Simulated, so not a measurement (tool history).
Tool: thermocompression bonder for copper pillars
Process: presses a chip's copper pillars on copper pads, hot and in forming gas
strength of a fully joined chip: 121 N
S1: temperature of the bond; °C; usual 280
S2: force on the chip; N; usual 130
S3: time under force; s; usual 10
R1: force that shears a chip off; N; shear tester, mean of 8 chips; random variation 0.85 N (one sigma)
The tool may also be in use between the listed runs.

run,day,S1,S2,S3,R1
1,0.000,280,130,10,70.1
2,0.708,280,106,10,62.5
3,1.921,280,106,10,60.1
# day 3.167: forming gas filter changed
4,3.167,280,106,10,64.2
5,4.354,280,106,10,66.1
6,5.362,280,130,10,73.6
7,6.175,280,130,10,73.3
8,7.179,280,130,10,73.4
# day 7.625: force cell calibrated
9,8.538,295,130,10,84.5
10,9.846,280,130,10,69.8
11,10.750,280,130,23,87.7
12,11.442,280,130,23,88.5
13,12.238,280,130,14,76.9
14,13.454,280,144,10,74.6
15,14.746,280,130,10,69.7
# day 15.325: force cell calibrated, once more
16,15.742,280,130,11,73.9
17,16.517,280,80,10,51.4
18,17.412,280,113,10,65.4
19,18.408,280,130,10,70.0
20,19.838,280,130,21,86.2
21,20.817,268,177,18,86.0
22,21.900,287,152,13,87.1
23,23.075,262,179,5,55.9
24,24.262,262,179,5,55.5
25,25.288,301,102,20,86.0
# day 26.583: forming gas filter changed
26,26.617,301,102,20,94.8
27,27.529,293,130,20,99.5
28,28.821,293,130,20,97.0
29,30.067,298,126,6,73.5
30,31.400,261,167,5,54.0
31,32.646,261,167,5,53.9
32,33.446,309,194,10,105.4
33,34.304,309,194,10,105.3
34,35.329,287,151,15,90.1
35,36.046,287,151,15,90.7
36,36.704,300,85,8,62.0
37,37.308,284,79,5,41.2
38,38.704,280,179,10,83.5
39,39.388,289,132,14,82.7
40,40.875,285,138,27,94.4

4 ways to go on from here, each from the tool as it stands after run 40. What would each give?
A,42.346,265,193,7,?
B,42.346,254,106,6,?
C,42.346,280,121,9,?
D,42.346,266,138,7,?

run,R1
A,67.4
B,33.3
C,63.1
D,52.7
Without the tool's hidden state the same runs would have given:
run,R1
A,77.2
B,39.4
C,72.3
D,61.2
